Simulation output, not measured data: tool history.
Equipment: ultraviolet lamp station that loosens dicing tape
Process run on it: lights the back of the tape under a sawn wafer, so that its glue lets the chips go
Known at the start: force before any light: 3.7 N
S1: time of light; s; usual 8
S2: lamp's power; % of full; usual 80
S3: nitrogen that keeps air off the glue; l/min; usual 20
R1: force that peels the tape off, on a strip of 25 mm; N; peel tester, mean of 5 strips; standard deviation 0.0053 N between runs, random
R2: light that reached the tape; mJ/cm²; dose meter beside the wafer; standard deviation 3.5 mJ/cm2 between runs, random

run	hour	S1	S2	S3	R1	R2
1	0	8	80	20	0.173	409
2	24.3	8	80	20	0.189	398
3	42.3	8	80	20	0.175	398
4	59.9	8	80	20	0.189	388
5	72.6	5	80	20	0.509	239
6	100.1	8	80	20	0.195	382
7	120.1	8	80	20	0.205	379
8	141.8	8	80	20	0.191	374
9	159.9	8	70	20	0.285	324
10	173.6	8	70	20	0.293	320
11	185	8	70	20	0.283	320
12	199.3	8	70	20	0.3	318
13	216.8	8	70	20	0.31	313
14	232.2	8	70	20	0.313	308
15	246.8	13	80	20	0.086	573
16	270.8	13	80	20	0.081	561
17	289.8	8	94	7	0.397	406
18	316.7	12	80	20	0.101	506
19	336.1	8	67	12	0.561	277
20	357.9	8	67	12	0.579	273
21	378.3	15	67	19	0.109	510
# hour 380.9: window cleaned of glue's vapour
22	398	8	66	26	0.388	248
23	423.6	10	69	20	0.289	326
24	437.2	9	86	29	0.161	365
# hour 454.5: lamp changed
25	458.2	12	75	15	0.08	709
26	472.2	8	60	20	0.185	375
# hour 476.7: window cleaned of glue's vapour, once more
27	487	8	60	20	0.159	421
28	514.1	8	60	20	0.161	408
29	529.6	11	60	8	0.178	554
30	552.3	8	80	7	0.213	545
31	568	4	75	29	0.385	253

Forecast each of these 3 alternatives for the next run:
A	587.6	8	80	7	?	?
B	587.6	5	93	15	?	?
C	587.6	5	67	20	?	?

run	R1	R2
A	0.228	532
B	0.247	384
C	0.399	277
Without the tool's hidden state the same runs would have given:
run	R1	R2
A	0.199	566
B	0.216	408
C	0.352	294
